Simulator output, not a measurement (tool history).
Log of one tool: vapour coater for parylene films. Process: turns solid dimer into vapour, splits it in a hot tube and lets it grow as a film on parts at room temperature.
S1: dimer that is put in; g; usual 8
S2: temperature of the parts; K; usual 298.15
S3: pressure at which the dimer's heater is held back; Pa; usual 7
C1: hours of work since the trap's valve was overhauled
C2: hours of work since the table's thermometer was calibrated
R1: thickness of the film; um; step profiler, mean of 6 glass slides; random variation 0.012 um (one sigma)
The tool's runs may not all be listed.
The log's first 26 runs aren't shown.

| run | hour | S1 | S2 | S3 | C1 | C2 | R1 |
|---|---|---|---|---|---|---|---|
| 27 | 641.4 | 4 | 304.15 | 2.25 | 85 | 1177 | 1.09 |
| 28 | 663.3 | 4 | 304.15 | 2.25 | 105 | 1197 | 1.09 |
| 29 | 691.5 | 4 | 304.15 | 2.25 | 130 | 1222 | 1.09 |
| 30 | 708.3 | 4 | 304.15 | 2.25 | 145 | 1237 | 1.05 |
| 31 | 732.4 | 9 | 297.15 | 5.58 | 166 | 1258 | 2.3 |
| 32 | 750.5 | 11 | 297.15 | 6.44 | 182 | 1275 | 2.72 |
| 33 | 766.1 | 11 | 297.15 | 6.44 | 196 | 1289 | 2.73 |
| 34 | 788.6 | 11 | 297.15 | 6.44 | 217 | 1309 | 2.71 |
|  | 801.6 | trap's valve overhauled |
| 35 | 824.9 | 11 | 297.15 | 6.44 | 21 | 1337 | 2.82 |
| 36 | 845.1 | 11 | 297.15 | 6.44 | 39 | 1356 | 2.82 |
| 37 | 859.5 | 6 | 309.15 | 6.44 | 52 | 1368 | 1.11 |
| 38 | 891.5 | 6 | 309.15 | 6.44 | 80 | 1397 | 1.11 |
|  | 899.1 | table's thermometer calibrated |
| 39 | 920.1 | 6 | 309.15 | 6.44 | 105 | 19 | 1.12 |
| 40 | 942.3 | 4 | 305.15 | 9.81 | 125 | 39 | 0.74 |
| 41 | 965.4 | 4 | 305.15 | 9.81 | 145 | 59 | 0.77 |

3 ways to go on from here, each from the tool as it stands after run 41. What would each give?
| A | 994.3 | 12 | 298.15 | 7 | 171 | 85 | ? |
| B | 994.3 | 4 | 299.15 | 6.7 | 171 | 85 | ? |
| C | 994.3 | 8 | 303.15 | 7 | 171 | 85 | ? |

| run | R1 |
|---|---|
| A | 2.92 |
| B | 0.96 |
| C | 1.7 |
Without the tool's hidden state the same runs would have given:
| run | R1 |
|---|---|
| A | 3.03 |
| B | 0.99 |
| C | 1.77 |
